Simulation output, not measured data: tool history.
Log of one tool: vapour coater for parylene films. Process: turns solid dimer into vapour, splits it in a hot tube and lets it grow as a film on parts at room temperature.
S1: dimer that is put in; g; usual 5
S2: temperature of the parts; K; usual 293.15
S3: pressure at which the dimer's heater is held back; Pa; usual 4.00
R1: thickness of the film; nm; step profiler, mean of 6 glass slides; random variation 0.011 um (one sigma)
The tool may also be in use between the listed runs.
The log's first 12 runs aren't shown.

{"run": 13, "hour": 476.5, "S1": 2, "S2": 293.15, "S3": 3.84, "R1": 1420}
{"run": 14, "hour": 508.0, "S1": 2, "S2": 293.15, "S3": 3.84, "R1": 1420}
{"run": 15, "hour": 559.1, "S1": 5, "S2": 293.15, "S3": 5.3, "R1": 3270}
{"run": 16, "hour": 606.9, "S1": 5, "S2": 293.15, "S3": 5.3, "R1": 3260}
{"run": 17, "hour": 658.4, "S1": 5, "S2": 293.15, "S3": 5.3, "R1": 3250}
{"run": 18, "hour": 693.9, "S1": 5, "S2": 300.15, "S3": 4.0, "R1": 2530}
{"hour": 701.7, "done": "trap's valve overhauled"}
{"run": 19, "hour": 723.3, "S1": 5, "S2": 301.15, "S3": 9.21, "R1": 2120}
{"run": 20, "hour": 750.3, "S1": 7, "S2": 293.15, "S3": 4.02, "R1": 5140}
{"run": 21, "hour": 777.0, "S1": 7, "S2": 302.15, "S3": 2.23, "R1": 3940}
{"run": 22, "hour": 824.4, "S1": 4, "S2": 301.15, "S3": 10.4, "R1": 1640}
{"run": 23, "hour": 852.9, "S1": 4, "S2": 301.15, "S3": 10.4, "R1": 1640}
{"run": 24, "hour": 897.1, "S1": 4, "S2": 294.15, "S3": 10.57, "R1": 2210}
{"run": 25, "hour": 947.8, "S1": 8, "S2": 300.15, "S3": 6.91, "R1": 3720}

Forecast run 26:
{"run": 26, "hour": 981.5, "S1": 3, "S2": 293.15, "S3": 4.0, "R1": "?"}

{"run 26": {"R1": 2170}}
Without the tool's hidden state the same run would have given R1 2120 nm.

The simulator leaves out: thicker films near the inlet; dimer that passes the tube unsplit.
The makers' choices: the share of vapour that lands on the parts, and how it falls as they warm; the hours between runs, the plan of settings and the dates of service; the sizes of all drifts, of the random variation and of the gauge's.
